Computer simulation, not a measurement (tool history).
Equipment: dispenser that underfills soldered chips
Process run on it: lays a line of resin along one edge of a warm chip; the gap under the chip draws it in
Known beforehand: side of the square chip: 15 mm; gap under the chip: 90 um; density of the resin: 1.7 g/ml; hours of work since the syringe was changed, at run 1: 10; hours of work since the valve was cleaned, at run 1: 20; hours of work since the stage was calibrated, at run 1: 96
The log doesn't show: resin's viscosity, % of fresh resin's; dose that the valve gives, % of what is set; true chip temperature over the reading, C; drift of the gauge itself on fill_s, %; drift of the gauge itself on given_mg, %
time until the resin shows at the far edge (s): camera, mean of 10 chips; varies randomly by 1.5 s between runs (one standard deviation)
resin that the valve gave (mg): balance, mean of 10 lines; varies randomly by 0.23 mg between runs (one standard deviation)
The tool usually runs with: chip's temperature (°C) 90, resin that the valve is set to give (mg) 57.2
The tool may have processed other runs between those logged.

| run | hour | chip's temperature (°C) | resin that the valve is set to give (mg) | hours of work since the syringe was changed | hours of work since the valve was cleaned | hours of work since the stage was calibrated | time until the resin shows at the far edge (s) | resin that the valve gave (mg) |
|---|---|---|---|---|---|---|---|---|
| 1 | 0.0 | 90 | 57.2 | 10 | 20 | 96 | 258.0 | 56.30 |
|  | 0.7 | new syringe of resin |
| 2 | 3.3 | 90 | 61.2 | 2 | 22 | 98 | 160.8 | 60.17 |
| 3 | 7.5 | 90 | 57.2 | 5 | 25 | 102 | 195.9 | 55.85 |
| 4 | 13.3 | 90 | 57.2 | 9 | 29 | 106 | 252.5 | 55.79 |
|  | 15.2 | new syringe of resin |
| 5 | 20.8 | 90 | 57.2 | 4 | 34 | 111 | 194.3 | 55.70 |
| 6 | 26.6 | 102 | 57.2 | 8 | 39 | 115 | 157.6 | 55.41 |
|  | 29.3 | new syringe of resin |
|  | 32.1 | dispensing valve cleaned and set on the balance |
| 7 | 34.6 | 90 | 66.9 | 3 | 2 | 120 | 177.2 | 66.77 |
| 8 | 39.6 | 90 | 57.2 | 7 | 6 | 124 | 221.5 | 57.05 |
| 9 | 43.2 | 90 | 57.2 | 9 | 8 | 126 | 262.3 | 56.66 |
|  | 44.6 | new syringe of resin |
| 10 | 50.9 | 90 | 64.7 | 5 | 14 | 132 | 191.0 | 64.31 |
| 11 | 55.5 | 89 | 57.2 | 8 | 17 | 135 | 247.0 | 56.28 |
|  | 59.0 | new syringe of resin |
| 12 | 59.9 | 90 | 57.2 | 1 | 20 | 138 | 158.6 | 56.62 |
| 13 | 65.2 | 90 | 57.2 | 5 | 24 | 142 | 196.8 | 56.34 |
| 14 | 71.5 | 90 | 57.2 | 9 | 28 | 147 | 261.9 | 56.04 |
|  | 73.0 | new syringe of resin |
| 15 | 79.1 | 90 | 57.2 | 4 | 34 | 152 | 195.2 | 55.96 |
| 16 | 85.5 | 90 | 57.2 | 9 | 38 | 157 | 259.8 | 55.76 |
|  | 87.3 | new syringe of resin |
|  | 91.3 | dispensing valve cleaned and set on the balance |
| 17 | 93.0 | 105 | 59.8 | 3 | 1 | 161 | 104.0 | 59.51 |
| 18 | 98.3 | 102 | 59.2 | 7 | 5 | 165 | 148.6 | 58.78 |
|  | 102.3 | new syringe of resin |
| 19 | 104.1 | 88 | 61.5 | 1 | 9 | 169 | 176.0 | 60.62 |
| 20 | 108.3 | 90 | 61.5 | 4 | 12 | 172 | 196.4 | 60.47 |
| 21 | 114.1 | 99 | 66.5 | 9 | 16 | 176 | 179.0 | 65.27 |

For run 22, what comes out?
|  | 116.3 | new syringe of resin |
| 22 | 120.3 | 78 | 66.5 | 3 | 21 | 181 | ? | ? |

time until the resin shows at the far edge (s): 289.9
resin that the valve gave (mg): 65.08
Take away the tool's hidden state, keep the run-to-run variation as it was, and the same run would have given time until the resin shows at the far edge (s) 233.2, resin that the valve gave (mg) 66.31.
